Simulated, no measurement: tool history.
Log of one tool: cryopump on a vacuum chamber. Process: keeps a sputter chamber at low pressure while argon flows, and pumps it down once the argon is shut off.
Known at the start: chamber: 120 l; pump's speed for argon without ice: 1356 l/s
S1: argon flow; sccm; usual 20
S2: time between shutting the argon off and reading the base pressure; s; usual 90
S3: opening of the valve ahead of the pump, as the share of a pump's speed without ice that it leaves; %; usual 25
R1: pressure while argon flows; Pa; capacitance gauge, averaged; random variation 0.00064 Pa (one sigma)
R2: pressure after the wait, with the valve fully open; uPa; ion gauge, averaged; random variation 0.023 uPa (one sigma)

run 1 hour=0.0 | S1=20 S2=90 S3=25 | R1=0.1037 R2=2.58
run 2 hour=76.4 | S1=36 S2=90 S3=25 | R1=0.1846 R2=2.83
run 3 hour=137.7 | S1=36 S2=90 S3=25 | R1=0.1877 R2=2.79
run 4 hour=239.7 | S1=36 S2=90 S3=25 | R1=0.1885 R2=2.93
run 5 hour=298.5 | S1=36 S2=90 S3=25 | R1=0.1892 R2=3.02
run 6 hour=344.8 | S1=20 S2=90 S3=25 | R1=0.1046 R2=3.08
run 7 hour=426.2 | S1=20 S2=90 S3=25 | R1=0.1070 R2=3.25
run 8 hour=492.6 | S1=20 S2=90 S3=25 | R1=0.1059 R2=3.22
run 9 hour=548.8 | S1=20 S2=20 S3=25 | R1=0.1055 R2=5.49
run 10 hour=643.5 | S1=20 S2=20 S3=25 | R1=0.1084 R2=5.50
run 11 hour=704.2 | S1=20 S2=123 S3=25 | R1=0.1081 R2=3.45
run 12 hour=776.4 | S1=20 S2=123 S3=25 | R1=0.1084 R2=3.56
run 13 hour=822.7 | S1=20 S2=123 S3=25 | R1=0.1086 R2=3.60
run 14 hour=866.7 | S1=20 S2=90 S3=15 | R1=0.1738 R2=3.76
run 15 hour=950.6 | S1=20 S2=90 S3=15 | R1=0.1760 R2=3.98
-- hour=1024.2 pump warmed up, emptied and cooled again
run 16 hour=1058.9 | S1=20 S2=90 S3=15 | R1=0.1665 R2=3.14
run 17 hour=1163.4 | S1=20 S2=90 S3=15 | R1=0.1673 R2=3.36
run 18 hour=1257.7 | S1=20 S2=90 S3=15 | R1=0.1675 R2=3.53
run 19 hour=1317.8 | S1=20 S2=90 S3=15 | R1=0.1693 R2=3.57
-- hour=1336.5 leaking fittings of the chamber tightened, without venting
run 20 hour=1390.2 | S1=20 S2=90 S3=15 | R1=0.1672 R2=0.92
run 21 hour=1442.8 | S1=34 S2=90 S3=34 | R1=0.1283 R2=0.96
run 22 hour=1545.1 | S1=22 S2=80 S3=25 | R1=0.1132 R2=1.17
run 23 hour=1593.3 | S1=22 S2=80 S3=25 | R1=0.1140 R2=1.18
run 24 hour=1660.3 | S1=18 S2=136 S3=24 | R1=0.0970 R2=0.99
run 25 hour=1740.5 | S1=18 S2=136 S3=24 | R1=0.0968 R2=1.05
run 26 hour=1789.4 | S1=18 S2=136 S3=24 | R1=0.0972 R2=1.08
run 27 hour=1846.7 | S1=19 S2=90 S3=41 | R1=0.0627 R2=1.35
run 28 hour=1940.6 | S1=19 S2=90 S3=41 | R1=0.0628 R2=1.41
run 29 hour=2033.4 | S1=19 S2=90 S3=41 | R1=0.0635 R2=1.52
run 30 hour=2084.8 | S1=19 S2=90 S3=41 | R1=0.0641 R2=1.60
run 31 hour=2144.1 | S1=19 S2=90 S3=41 | R1=0.0629 R2=1.62
run 32 hour=2222.1 | S1=19 S2=90 S3=41 | R1=0.0637 R2=1.68
run 33 hour=2268.3 | S1=29 S2=21 S3=27 | R1=0.1450 R2=3.78

Measured less the same run without the tool's hidden state. The same run-to-run variation is in both; the gauge's scatter may not be:
The hidden state here: pump's speed, % of a pump's without ice; cold plate's temperature, K; leak into the chamber, uPa l/s; drift of the gauge itself on working_pa, %; drift of the gauge itself on base_upa, %.
run=1 R1=+0.0036 R2=+1.77
run=2 R1=+0.0072 R2=+1.94
run=3 R1=+0.0078 R2=+1.98
run=4 R1=+0.0090 R2=+2.11
run=5 R1=+0.0095 R2=+2.22
run=6 R1=+0.0055 R2=+2.26
run=7 R1=+0.0061 R2=+2.42
run=8 R1=+0.0065 R2=+2.44
run=9 R1=+0.0068 R2=+2.58
run=10 R1=+0.0075 R2=+2.65
run=11 R1=+0.0080 R2=+2.81
run=12 R1=+0.0085 R2=+2.91
run=13 R1=+0.0088 R2=+2.95
run=14 R1=+0.0092 R2=+2.98
run=15 R1=+0.0098 R2=+3.19
run=16 R1=+0.0009 R2=+2.37
run=17 R1=+0.0014 R2=+2.54
run=18 R1=+0.0018 R2=+2.69
run=19 R1=+0.0021 R2=+2.75
run=20 R1=+0.0025 R2=+0.11
run=21 R1=+0.0048 R2=+0.16
run=22 R1=+0.0036 R2=+0.26
run=23 R1=+0.0038 R2=+0.29
run=24 R1=+0.0034 R2=+0.36
run=25 R1=+0.0038 R2=+0.43
run=26 R1=+0.0042 R2=+0.47
run=27 R1=+0.0047 R2=+0.53
run=28 R1=+0.0051 R2=+0.62
run=29 R1=+0.0057 R2=+0.71
run=30 R1=+0.0060 R2=+0.78
run=31 R1=+0.0064 R2=+0.84
run=32 R1=+0.0069 R2=+0.92
run=33 R1=+0.0109 R2=+1.00
